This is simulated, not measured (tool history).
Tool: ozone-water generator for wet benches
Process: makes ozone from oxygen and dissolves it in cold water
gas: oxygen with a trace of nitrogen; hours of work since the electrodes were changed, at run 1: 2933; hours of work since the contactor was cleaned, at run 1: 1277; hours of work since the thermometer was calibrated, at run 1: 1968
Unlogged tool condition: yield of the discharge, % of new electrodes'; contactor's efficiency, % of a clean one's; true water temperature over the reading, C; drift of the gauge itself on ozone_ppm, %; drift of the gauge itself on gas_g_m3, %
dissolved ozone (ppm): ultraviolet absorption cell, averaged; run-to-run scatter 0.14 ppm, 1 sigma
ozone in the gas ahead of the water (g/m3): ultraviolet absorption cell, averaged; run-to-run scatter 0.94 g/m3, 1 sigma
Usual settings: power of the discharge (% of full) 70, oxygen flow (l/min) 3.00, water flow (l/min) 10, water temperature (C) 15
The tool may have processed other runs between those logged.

| run | hour | power of the discharge (% of full) | oxygen flow (l/min) | water flow (l/min) | water temperature (C) | hours of work since the electrodes were changed | hours of work since the contactor was cleaned | hours of work since the thermometer was calibrated | dissolved ozone (ppm) | ozone in the gas ahead of the water (g/m3) |
|---|---|---|---|---|---|---|---|---|---|---|
| 1 | 0.0 | 70 | 3.00 | 10 | 15 | 2933 | 1277 | 1968 | 16.0 | 153.1 |
| 2 | 84.7 | 70 | 3.00 | 11 | 15 | 3000 | 1344 | 2035 | 14.4 | 154.3 |
| 3 | 228.7 | 70 | 3.00 | 11 | 15 | 3114 | 1457 | 2148 | 14.5 | 154.1 |
| 4 | 336.6 | 70 | 3.00 | 11 | 15 | 3199 | 1542 | 2234 | 14.2 | 155.7 |
| 5 | 518.8 | 70 | 3.00 | 10 | 11 | 3343 | 1686 | 2377 | 16.3 | 154.6 |
| 6 | 611.8 | 80 | 3.00 | 10 | 15 | 3416 | 1760 | 2451 | 17.0 | 166.7 |
| 7 | 721.6 | 80 | 3.00 | 10 | 15 | 3503 | 1846 | 2538 | 17.0 | 169.1 |
| 8 | 867.5 | 80 | 3.00 | 10 | 15 | 3618 | 1962 | 2653 | 17.0 | 166.1 |
| 9 | 1033.0 | 70 | 3.00 | 7 | 15 | 3748 | 2092 | 2783 | 20.3 | 155.4 |
| 10 | 1209.1 | 70 | 3.00 | 7 | 15 | 3887 | 2231 | 2922 | 20.1 | 152.7 |
| 11 | 1315.8 | 70 | 3.00 | 7 | 15 | 3972 | 2315 | 3007 | 20.1 | 154.6 |
| 12 | 1480.9 | 70 | 3.00 | 7 | 15 | 4102 | 2446 | 3137 | 20.0 | 153.8 |
| 13 | 1674.8 | 70 | 3.00 | 7 | 15 | 4255 | 2599 | 3290 | 20.2 | 155.0 |
| 14 | 1779.1 | 70 | 3.00 | 10 | 15 | 4338 | 2681 | 3372 | 15.2 | 153.2 |
| 15 | 1944.0 | 70 | 3.00 | 10 | 15 | 4468 | 2811 | 3503 | 15.2 | 152.4 |
| 16 | 2059.7 | 70 | 3.00 | 10 | 15 | 4559 | 2903 | 3594 | 15.3 | 153.4 |
| 17 | 2172.2 | 77 | 1.55 | 9 | 8 | 4648 | 2991 | 3683 | 18.4 | 240.2 |
| 18 | 2355.6 | 73 | 3.59 | 10 | 8 | 4793 | 3136 | 3828 | 17.1 | 140.7 |
| 19 | 2525.0 | 73 | 3.59 | 9 | 8 | 4926 | 3270 | 3961 | 18.5 | 140.0 |
| 20 | 2603.2 | 52 | 3.59 | 9 | 8 | 4988 | 3332 | 4023 | 14.8 | 112.9 |
| 21 | 2776.3 | 99 | 3.00 | 10 | 21 | 5125 | 3468 | 4160 | 16.9 | 188.3 |
| 22 | 2954.2 | 99 | 3.00 | 10 | 21 | 5265 | 3609 | 4300 | 16.9 | 191.6 |
| 23 | 3114.0 | 70 | 2.38 | 8 | 15 | 5391 | 3735 | 4426 | 18.2 | 172.5 |
| 24 | 3269.0 | 47 | 2.78 | 8 | 18 | 5514 | 3857 | 4549 | 13.0 | 121.7 |
| 25 | 3375.1 | 47 | 2.78 | 9 | 10 | 5597 | 3941 | 4632 | 13.8 | 123.5 |
| 26 | 3509.0 | 84 | 3.00 | 10 | 15 | 5703 | 4047 | 4738 | 16.5 | 168.9 |
| 27 | 3616.5 | 84 | 3.00 | 10 | 15 | 5788 | 4132 | 4823 | 16.4 | 170.8 |
| 28 | 3743.0 | 84 | 2.16 | 8 | 15 | 5888 | 4232 | 4923 | 19.9 | 204.8 |
|  | 3907.7 | water thermometer calibrated |
| 29 | 3912.8 | 70 | 1.69 | 11 | 15 | 6022 | 4365 | 4 | 13.3 | 209.1 |
| 30 | 4020.4 | 47 | 1.91 | 9 | 14 | 6107 | 4450 | 89 | 13.0 | 154.2 |
| 31 | 4212.0 | 47 | 1.91 | 9 | 14 | 6258 | 4601 | 240 | 12.7 | 153.1 |
| 32 | 4406.5 | 92 | 3.00 | 10 | 15 | 6411 | 4755 | 394 | 17.2 | 177.2 |

Describe how what the log doesn't record of the tool's condition differs between the last listed run preceding each entry between runs and the first listed run following it.
After run 28, before run 29: water thermometer calibrated (hour 3907.7)
  yield of the discharge, % of new electrodes': 94 -> 93.9; contactor's efficiency, % of a clean one's: 91 -> 90.8; true water temperature over the reading, C: 0.27 -> -0.03
  measured minus no-state result, dissolved ozone (ppm): -2.7 -> -1.7; ozone in the gas ahead of the water (g/m3): -14.6 -> -13.7
